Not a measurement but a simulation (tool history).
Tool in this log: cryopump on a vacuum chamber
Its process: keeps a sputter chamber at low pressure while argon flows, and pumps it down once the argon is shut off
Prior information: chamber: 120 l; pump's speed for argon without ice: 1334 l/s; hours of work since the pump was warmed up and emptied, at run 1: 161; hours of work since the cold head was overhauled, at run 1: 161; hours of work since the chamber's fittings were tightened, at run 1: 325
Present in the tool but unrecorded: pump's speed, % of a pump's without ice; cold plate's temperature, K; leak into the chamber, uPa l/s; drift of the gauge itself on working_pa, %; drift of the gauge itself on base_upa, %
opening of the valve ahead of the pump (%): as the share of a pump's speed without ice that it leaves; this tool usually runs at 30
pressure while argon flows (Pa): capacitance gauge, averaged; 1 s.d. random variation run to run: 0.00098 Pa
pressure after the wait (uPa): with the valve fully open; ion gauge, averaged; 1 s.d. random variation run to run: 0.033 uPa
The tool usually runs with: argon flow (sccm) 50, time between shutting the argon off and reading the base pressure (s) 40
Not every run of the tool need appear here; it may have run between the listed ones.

run   hour  argon flow (sccm)  time between shutting the argon off and reading the base pressure (s)  opening of the valve ahead of the pump (%)  hours of work since the pump was warmed up and emptied  hours of work since the cold head was overhauled  hours of work since the chamber's fittings were tightened  pressure while argon flows (Pa)  pressure after the wait (uPa)
  1      0                 50                                                                     40                                          30                                                     161                                               161                                                        325                           0.2188                           2.18
  2   16.2                 50                                                                     40                                          30                                                     173                                               173                                                        338                           0.2179                           2.21
  3     33                 50                                                                     40                                          51                                                     186                                               186                                                        351                           0.1338                           2.18
  4   47.3                 50                                                                     40                                          30                                                     198                                               198                                                        362                           0.2213                           2.26
  5   60.7                 50                                                                     40                                          30                                                     208                                               208                                                        372                           0.2217                           2.23
  6   69.9                 50                                                                     40                                          49                                                     215                                               215                                                        379                           0.1389                           2.24
  7   80.4                 50                                                                     40                                          30                                                     223                                               223                                                        387                           0.2221                           2.28
  8   88.4                 50                                                                     40                                          30                                                     230                                               230                                                        394                           0.2204                           2.27
  9  105.1                 50                                                                     40                                          30                                                     242                                               242                                                        407                           0.2232                           2.36
 10  117.4                 50                                                                     40                                          30                                                     252                                               252                                                        416                           0.2225                           2.28
 11  128.9                 50                                                                     40                                          30                                                     261                                               261                                                        425                            0.223                           2.31
 12  140.4                 50                                                                     40                                          30                                                     270                                               270                                                        434                           0.2243                           2.42
 13    158                 50                                                                    263                                          30                                                     284                                               284                                                        448                           0.2254                           1.12
 14  165.6                 50                                                                    173                                          30                                                     289                                               289                                                        454                           0.2259                           1.23
 15  184.1                 50                                                                    173                                          30                                                     304                                               304                                                        468                           0.2258                           1.29
 16  194.5                 50                                                                    173                                          30                                                     312                                               312                                                        476                           0.2257                           1.32
 17  211.8                 50                                                                    173                                          30                                                     325                                               325                                                        489                            0.227                           1.37
 18  227.9                 20                                                                     30                                          30                                                     338                                               338                                                        502                           0.0908                           2.97
 19  246.2                 20                                                                     30                                          30                                                     352                                               352                                                        516                           0.0921                           3.08
 20  260.3                 20                                                                     33                                          30                                                     363                                               363                                                        527                           0.0924                           2.86
     280.6  -- pump warmed up, emptied and cooled again
 21  282.8                 20                                                                     33                                          30                                                       2                                               377                                                        541                           0.0853                           2.66
 22  295.7                 35                                                                    209                                          30                                                      12                                               387                                                        551                           0.1483                           1.14
 23  307.4                 35                                                                    209                                          30                                                      21                                               396                                                        560                           0.1497                           1.18
 24  315.1                 35                                                                    209                                          30                                                      27                                               402                                                        566                           0.1475                           1.19
 25  330.9                 30                                                                    256                                          17                                                      39                                               414                                                        578                           0.2235                           1.18
 26  339.1                 30                                                                    256                                          17                                                      45                                               420                                                        584                           0.2224                           1.16
 27  357.6                 24                                                                     23                                          17                                                      60                                               435                                                        599                            0.181                           3.59
 28  370.5                 55                                                                     21                                          30                                                      70                                               445                                                        609                           0.2348                           3.89
 29  387.7                 52                                                                     52                                          30                                                      83                                               458                                                        622                            0.226                            2.1
 30  406.2                 52                                                                    168                                          42                                                      98                                               473                                                        637                           0.1611                           1.38
 31  416.8                 72                                                                     48                                          30                                                     106                                               481                                                        645                           0.3093                           2.32
 32  427.4                 72                                                                     48                                          30                                                     114                                               489                                                        653                           0.3129                           2.28
 33  438.8                 72                                                                    122                                          31                                                     123                                               498                                                        662                              0.3                           1.56
 34  455.7                 72                                                                    122                                          31                                                     136                                               511                                                        675                           0.3028                           1.56

How would selected steps in pressure while argon flows (Pa) from run to run divide? Give the signed amount a tool lacking its hidden state would still show from settings, what came in and random variation, and the signed amount left for the hidden state, including any gauge scatter that is not in both of the compared results.
Run 3 -> 4: opening of the valve ahead of the pump (%) 51 -> 30. pressure while argon flows (Pa) +0.0875: hidden state +0.0006, all else +0.0869.
Run 17 -> 18: argon flow (sccm) 50 -> 20, time between shutting the argon off and reading the base pressure (s) 173 -> 30. pressure while argon flows (Pa) -0.1362: hidden state -0.0094, all else -0.1268.
Run 20 -> 21: pump warmed up, emptied and cooled again. pressure while argon flows (Pa) -0.0071: hidden state -0.0074, all else +0.0003.
Run 30 -> 31: argon flow (sccm) 52 -> 72, time between shutting the argon off and reading the base pressure (s) 168 -> 48, opening of the valve ahead of the pump (%) 42 -> 30. pressure while argon flows (Pa) +0.1482: hidden state +0.0021, all else +0.1461.

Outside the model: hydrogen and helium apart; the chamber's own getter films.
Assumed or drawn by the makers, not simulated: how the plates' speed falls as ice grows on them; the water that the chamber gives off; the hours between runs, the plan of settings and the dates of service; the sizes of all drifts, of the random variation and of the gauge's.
